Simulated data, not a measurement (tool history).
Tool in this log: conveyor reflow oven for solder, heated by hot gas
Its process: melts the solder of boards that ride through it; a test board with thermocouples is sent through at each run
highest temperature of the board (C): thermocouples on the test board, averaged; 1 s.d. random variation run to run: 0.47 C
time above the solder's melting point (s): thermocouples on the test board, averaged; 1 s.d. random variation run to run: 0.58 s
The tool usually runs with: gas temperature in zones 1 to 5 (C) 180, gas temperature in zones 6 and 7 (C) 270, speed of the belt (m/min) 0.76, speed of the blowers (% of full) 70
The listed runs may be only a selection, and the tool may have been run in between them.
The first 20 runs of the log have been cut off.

run	hour	gas temperature in zones 1 to 5 (C)	gas temperature in zones 6 and 7 (C)	speed of the belt (m/min)	speed of the blowers (% of full)	hours of work since the flux was cleaned out	hours of work since the belt drive was overhauled	hours of work since the thermocouples were changed	highest temperature of the board (C)	time above the solder's melting point (s)
21	620.1	167	271	0.754	56	29	1034	1255	249.1	43.3
22	646.9	167	271	0.754	56	49	1054	1275	248.8	41.1
23	668.1	167	271	0.754	56	65	1070	1291	248.7	42.1
24	703.6	180	284	0.703	70	92	1096	1318	267.7	61.4
25	744.2	180	284	0.703	70	122	1127	1348	268.1	62.2
26	772.3	180	284	0.703	70	143	1148	1369	266.8	61.1
# hour 815.3: flux residue cleaned out of gas plates and filters
27	815.3	180	284	0.703	70	0	1176	1397	268.9	61.6
28	854.4	180	284	0.703	70	29	1205	1427	268.9	60.1
29	884.7	180	283	0.737	70	52	1228	1449	265.5	56.2
# hour 899.8: thermocouples of zones 6 and 7 changed
30	924.6	166	270	0.829	70	80	1256	19	246.6	37.2

3 options for the next run, each taken on its own from the tool as it stands now. Forecast them:
A	952.8	181	279	0.79	70	101	1277	40	?	?
B	952.8	166	270	0.616	70	101	1277	40	?	?
C	952.8	173	261	0.829	70	101	1277	40	?	?

run	highest temperature of the board (C)	time above the solder's melting point (s)
A	258.4	50.3
B	256.9	59.6
C	241.3	33.8
What these runs would have given with no unlogged condition in the tool:
run	highest temperature of the board (C)	time above the solder's melting point (s)
A	258.4	50.2
B	256.9	59.5
C	241.3	33.8
